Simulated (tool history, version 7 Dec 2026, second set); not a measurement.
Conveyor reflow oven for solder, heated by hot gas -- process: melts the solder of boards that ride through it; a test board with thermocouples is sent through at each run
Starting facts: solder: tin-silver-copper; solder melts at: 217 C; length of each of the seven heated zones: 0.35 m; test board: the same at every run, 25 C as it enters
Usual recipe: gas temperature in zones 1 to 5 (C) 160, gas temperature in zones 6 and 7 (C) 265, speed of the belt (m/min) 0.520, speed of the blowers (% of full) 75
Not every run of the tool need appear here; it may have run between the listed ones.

run,hour,gas temperature in zones 1 to 5 (C),gas temperature in zones 6 and 7 (C),speed of the belt (m/min),speed of the blowers (% of full),highest temperature of the board (C),time above the solder's melting point (s)
1,0.0,160,265,0.520,75,248.4,52.1
2,8.6,160,265,0.520,75,247.9,53.0
3,20.2,160,265,0.520,75,247.8,52.9
4,37.3,165,265,0.520,75,249.8,56.1
5,51.7,165,265,0.520,75,248.9,55.6
6,58.8,165,272,0.520,75,254.4,60.5
7,68.1,165,272,0.520,75,256.0,60.4
8,79.8,158,256,0.563,87,240.3,42.3
9,95.9,146,254,0.563,89,237.9,35.8
10,103.6,165,261,0.563,83,245.3,48.7
11,120.0,159,278,0.520,89,263.7,64.3

Withheld: 1 entry from between the runs. Position of each, and hidden state at the listed run before versus the listed run after:
Run 3 -> run 4: flux residue cleaned out of gas plates and filters (hour 27.5)
  heat that the gas passes to the board, % of a clean oven's: 95.9 -> 99.1; belt's true speed, % of the reading: 99.24 -> 99.23; true gas temperature in zones 6 and 7 over the reading, C: -0.03 -> -0.05
  measured less the result without the state, highest temperature of the board (C): -1.0 -> +0.0; time above the solder's melting point (s): -0.8 -> +0.4
